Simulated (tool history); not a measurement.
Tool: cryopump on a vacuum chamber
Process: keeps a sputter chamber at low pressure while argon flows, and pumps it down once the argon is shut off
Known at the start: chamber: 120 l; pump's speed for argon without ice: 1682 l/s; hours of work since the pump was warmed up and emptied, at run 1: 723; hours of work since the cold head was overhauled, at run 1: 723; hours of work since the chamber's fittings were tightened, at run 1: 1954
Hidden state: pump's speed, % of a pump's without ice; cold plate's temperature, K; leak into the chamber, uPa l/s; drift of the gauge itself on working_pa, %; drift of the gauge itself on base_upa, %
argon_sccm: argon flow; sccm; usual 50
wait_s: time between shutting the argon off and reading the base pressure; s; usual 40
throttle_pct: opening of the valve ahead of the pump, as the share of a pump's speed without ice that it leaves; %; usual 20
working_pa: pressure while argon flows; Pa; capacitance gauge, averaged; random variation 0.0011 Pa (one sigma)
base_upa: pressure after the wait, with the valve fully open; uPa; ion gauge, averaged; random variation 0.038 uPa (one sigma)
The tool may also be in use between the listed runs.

run    day  argon_sccm  wait_s  throttle_pct  hours of work since the pump was warmed up and emptied  hours of work since the cold head was overhauled  hours of work since the chamber's fittings were tightened  working_pa  base_upa
  1      0          50      40            20                                                     723                                               723                                                       1954      0.2637      4.91
  2   0.65          50      40            51                                                     737                                               737                                                       1968      0.1111      5.08
  3  1.283          50      40            51                                                     751                                               751                                                       1981      0.1111      5.04
  4  1.842          50      40            51                                                     763                                               763                                                       1993      0.1123      5.01
  5  2.262          50      40            51                                                     772                                               772                                                       2002      0.1125      5.13
  6  2.842          50      40            51                                                     784                                               784                                                       2014      0.1136      4.95
  7  3.658          50      40            20                                                     801                                               801                                                       2032      0.2658      4.99
  8  4.438          50      40            23                                                     818                                               818                                                       2048      0.2328      5.47
  9   4.85          73      40            48                                                     827                                               827                                                       2057      0.1751      5.26
 10  5.571          48      40            19                                                     842                                               842                                                       2073      0.2674      5.32
 11  5.983          48      40            19                                                     851                                               851                                                       2081      0.2706       5.2
 12  6.592          69      40            33                                                     864                                               864                                                       2094      0.2333      5.33
      6.75  -- leaking fittings of the chamber tightened, without venting
     7.217  -- pump warmed up, emptied and cooled again
 13  7.446          25      40            57                                                       5                                               876                                                         10      0.0444      2.12
 14  8.233          54      44            30                                                      22                                               893                                                         27      0.1805      1.95
 15  8.596          50     222            19                                                      29                                               900                                                         35      0.2677       0.6

Some steps in working_pa between neighbouring runs. How much of each would the tool show without its hidden state too (settings, what came in, random variation), and how much is left for the hidden state, with any gauge scatter that isn't in both results?
Run 12 -> 13: argon_sccm 69 -> 25, throttle_pct 33 -> 57, leaking fittings of the chamber tightened, without venting, pump warmed up, emptied and cooled again. working_pa -0.1889 Pa: hidden state -0.0219, all else -0.167.
